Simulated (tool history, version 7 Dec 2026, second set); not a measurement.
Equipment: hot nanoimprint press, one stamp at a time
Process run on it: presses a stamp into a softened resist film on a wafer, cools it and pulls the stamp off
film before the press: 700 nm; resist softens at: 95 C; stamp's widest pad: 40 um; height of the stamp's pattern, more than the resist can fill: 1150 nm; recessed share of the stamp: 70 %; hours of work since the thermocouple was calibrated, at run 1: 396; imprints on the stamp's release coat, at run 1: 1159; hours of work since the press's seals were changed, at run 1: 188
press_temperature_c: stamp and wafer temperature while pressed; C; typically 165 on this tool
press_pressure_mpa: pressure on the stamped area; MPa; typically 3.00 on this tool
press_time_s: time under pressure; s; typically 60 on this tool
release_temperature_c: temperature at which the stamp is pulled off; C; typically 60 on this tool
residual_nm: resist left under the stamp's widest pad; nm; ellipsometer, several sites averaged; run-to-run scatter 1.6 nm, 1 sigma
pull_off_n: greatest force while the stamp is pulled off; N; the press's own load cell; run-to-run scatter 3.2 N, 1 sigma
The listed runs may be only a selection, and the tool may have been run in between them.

| run | hour | press_temperature_c | press_pressure_mpa | press_time_s | release_temperature_c | hours of work since the thermocouple was calibrated | imprints on the stamp's release coat | hours of work since the press's seals were changed | residual_nm | pull_off_n |
|---|---|---|---|---|---|---|---|---|---|---|
| 1 | 0.0 | 165 | 3.00 | 60 | 60 | 396 | 1159 | 188 | 411.7 | 159 |
| 2 | 13.7 | 172 | 3.00 | 60 | 60 | 406 | 1207 | 198 | 321.2 | 151 |
| 3 | 21.1 | 158 | 3.00 | 60 | 60 | 411 | 1232 | 203 | 514.3 | 157 |
| 4 | 27.8 | 158 | 3.00 | 60 | 60 | 416 | 1256 | 208 | 517.3 | 157 |
| 5 | 36.3 | 165 | 3.00 | 60 | 65 | 422 | 1285 | 214 | 412.9 | 145 |
| 6 | 51.5 | 165 | 3.00 | 60 | 65 | 433 | 1338 | 224 | 411.8 | 148 |
| 7 | 64.9 | 165 | 3.00 | 60 | 65 | 443 | 1385 | 234 | 412.4 | 141 |
| 8 | 72.1 | 165 | 3.00 | 60 | 60 | 448 | 1410 | 239 | 416.3 | 160 |
| 9 | 87.5 | 165 | 3.00 | 60 | 60 | 459 | 1463 | 250 | 413.7 | 155 |
| 10 | 95.3 | 165 | 3.00 | 60 | 60 | 464 | 1491 | 256 | 415.9 | 157 |
| 11 | 110.3 | 165 | 1.92 | 60 | 60 | 475 | 1543 | 266 | 488.2 | 157 |
| 12 | 120.6 | 165 | 3.00 | 60 | 63 | 482 | 1579 | 274 | 417.0 | 153 |
| 13 | 128.7 | 165 | 3.00 | 60 | 60 | 488 | 1607 | 279 | 414.9 | 154 |
| 14 | 135.8 | 165 | 3.00 | 60 | 60 | 493 | 1632 | 285 | 416.1 | 153 |
| 15 | 149.0 | 165 | 3.00 | 60 | 60 | 502 | 1677 | 294 | 414.0 | 158 |
| 16 | 162.2 | 165 | 2.24 | 60 | 60 | 512 | 1723 | 303 | 464.5 | 156 |
| 17 | 172.5 | 165 | 2.24 | 60 | 60 | 519 | 1759 | 311 | 464.4 | 157 |
|  | 181.1 | stamp cleaned and given a new release coat |
| 18 | 187.5 | 165 | 2.24 | 60 | 60 | 526 | 22 | 317 | 465.9 | 157 |
| 19 | 196.7 | 165 | 2.24 | 60 | 60 | 532 | 55 | 324 | 467.1 | 155 |
| 20 | 204.1 | 165 | 2.24 | 60 | 60 | 537 | 80 | 329 | 471.2 | 153 |
| 21 | 216.0 | 162 | 2.24 | 60 | 49 | 546 | 122 | 337 | 511.0 | 171 |
| 22 | 224.9 | 165 | 3.00 | 60 | 58 | 552 | 153 | 344 | 418.0 | 156 |
| 23 | 236.8 | 165 | 3.00 | 53 | 58 | 561 | 194 | 352 | 431.3 | 156 |
| 24 | 246.1 | 168 | 2.17 | 60 | 52 | 567 | 226 | 359 | 429.5 | 164 |
| 25 | 254.6 | 173 | 2.17 | 42 | 55 | 573 | 256 | 365 | 410.1 | 162 |
|  | 269.1 | plate thermocouple calibrated |
| 26 | 273.3 | 165 | 2.45 | 60 | 67 | 3 | 311 | 376 | 451.3 | 147 |
| 27 | 279.7 | 165 | 2.45 | 60 | 67 | 8 | 333 | 381 | 450.8 | 148 |
| 28 | 289.7 | 162 | 2.81 | 78 | 60 | 15 | 368 | 388 | 440.5 | 152 |
| 29 | 300.3 | 162 | 2.81 | 78 | 60 | 22 | 405 | 395 | 442.1 | 153 |
| 30 | 310.7 | 162 | 2.81 | 67 | 60 | 30 | 441 | 403 | 459.2 | 159 |

Across each entry between runs, compare the hidden state at the last listed run before it with the hidden state at the first listed run after it:
From run 17 to run 18: stamp cleaned and given a new release coat (hour 181.1)
  grip of the stamp's worn release coat, % over a new coat's: 0.9 -> 0; drift of the gauge itself on residual_nm, %: 1.2 -> 1.26
  measured result minus the result with no hidden state, residual_nm: +5.1 -> +5.5 nm
From run 25 to run 26: plate thermocouple calibrated (hour 269.1)
  true temperature over the reading, C: 0.03 -> 0; drift of the gauge itself on residual_nm, %: 1.72 -> 1.83
  measured result minus the result with no hidden state, residual_nm: +6.6 -> +8.1 nm

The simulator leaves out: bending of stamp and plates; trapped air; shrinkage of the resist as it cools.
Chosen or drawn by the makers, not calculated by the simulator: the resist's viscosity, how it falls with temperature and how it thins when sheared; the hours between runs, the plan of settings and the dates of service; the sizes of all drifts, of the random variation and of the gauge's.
